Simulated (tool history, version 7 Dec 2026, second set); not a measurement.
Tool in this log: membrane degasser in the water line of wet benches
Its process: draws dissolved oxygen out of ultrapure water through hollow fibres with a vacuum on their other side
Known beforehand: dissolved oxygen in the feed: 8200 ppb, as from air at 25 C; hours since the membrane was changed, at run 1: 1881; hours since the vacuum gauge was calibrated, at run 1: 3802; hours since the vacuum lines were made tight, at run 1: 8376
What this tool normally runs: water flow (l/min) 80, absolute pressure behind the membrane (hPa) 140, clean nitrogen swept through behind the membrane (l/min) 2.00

run   hour  water flow (l/min)  absolute pressure behind the membrane (hPa)  clean nitrogen swept through behind the membrane (l/min)  hours since the membrane was changed  hours since the vacuum gauge was calibrated  hours since the vacuum lines were made tight  dissolved oxygen in the water behind the degasser (ppb)  pressure that the water loses in the fibres (hPa)
  1    0.0                  80                                          140                                                      2.00                                  1881                                         3802                                          8376                                                    841.6                                              516.8
  2   33.1                  80                                          140                                                      2.00                                  1914                                         3835                                          8409                                                    845.3                                              518.5
  3   64.0                  80                                          140                                                      2.00                                  1945                                         3866                                          8440                                                    847.3                                              519.3
  4  107.7                  80                                          140                                                      2.00                                  1989                                         3910                                          8483                                                    842.1                                              517.7
  5  143.0                  80                                          140                                                      2.00                                  2024                                         3945                                          8519                                                    847.7                                              516.0
  6  196.5                  80                                          140                                                      2.00                                  2078                                         3999                                          8572                                                    842.6                                              522.6
  7  256.5                  80                                           91                                                      2.00                                  2138                                         4059                                          8632                                                    504.0                                              520.2
  8  305.2                  80                                          140                                                      2.00                                  2186                                         4107                                          8681                                                    842.5                                              522.8
  9  373.7                  80                                          140                                                      2.00                                  2255                                         4176                                          8749                                                    844.4                                              519.3
 10  433.1                  80                                          140                                                      2.00                                  2314                                         4235                                          8809                                                    843.2                                              517.4
 11  495.7                  80                                          140                                                      2.00                                  2377                                         4298                                          8871                                                    841.1                                              517.3
 12  563.2                  80                                          140                                                      2.00                                  2444                                         4365                                          8939                                                    844.7                                              519.6
 13  596.7                  80                                          140                                                      2.00                                  2478                                         4399                                          8972                                                    845.0                                              516.4
 14  636.9                  80                                          140                                                      2.00                                  2518                                         4439                                          9013                                                    842.2                                              519.7
 15  688.7                  80                                          221                                                      1.07                                  2570                                         4491                                          9064                                                   2011.1                                              519.0
 16  737.4                  80                                          221                                                      1.07                                  2618                                         4539                                          9113                                                   2014.8                                              515.7
 17  782.7                 101                                          280                                                      1.16                                  2664                                         4585                                          9158                                                   2729.4                                              658.7
 18  845.7                 101                                          280                                                      1.16                                  2727                                         4648                                          9221                                                   2732.8                                              655.5
 19  875.0                 101                                          280                                                      1.16                                  2756                                         4677                                          9251                                                   2731.1                                              662.1
 20  933.4                 101                                          280                                                      1.16                                  2814                                         4735                                          9309                                                   2725.5                                              655.3
 21  992.3                 101                                          280                                                      1.16                                  2873                                         4794                                          9368                                                   2733.0                                              651.7

Alternative continuations, all from the tool just after run 21; predict every row:
  A  1055.0                  80                                          140                                                      1.38                                  2936                                         4857                                          9431                                                        ?                                                  ?
  B  1055.0                  70                                          293                                                      2.00                                  2936                                         4857                                          9431                                                        ?                                                  ?
  C  1055.0                  81                                          140                                                      4.91                                  2936                                         4857                                          9431                                                        ?                                                  ?
  D  1055.0                 101                                          215                                                      1.16                                  2936                                         4857                                          9431                                                        ?                                                  ?

run  dissolved oxygen in the water behind the degasser (ppb)  pressure that the water loses in the fibres (hPa)
  A                                                   1079.3                                              520.9
  B                                                   1596.5                                              452.1
  C                                                    443.0                                              524.0
  D                                                   2183.0                                              652.8
The same runs, with their run-to-run variation unchanged, on a tool lacking any hidden condition would have given:
run  dissolved oxygen in the water behind the degasser (ppb)  pressure that the water loses in the fibres (hPa)
  A                                                   1079.1                                              520.9
  B                                                   1596.4                                              452.0
  C                                                    442.8                                              524.0
  D                                                   2182.8                                              652.8

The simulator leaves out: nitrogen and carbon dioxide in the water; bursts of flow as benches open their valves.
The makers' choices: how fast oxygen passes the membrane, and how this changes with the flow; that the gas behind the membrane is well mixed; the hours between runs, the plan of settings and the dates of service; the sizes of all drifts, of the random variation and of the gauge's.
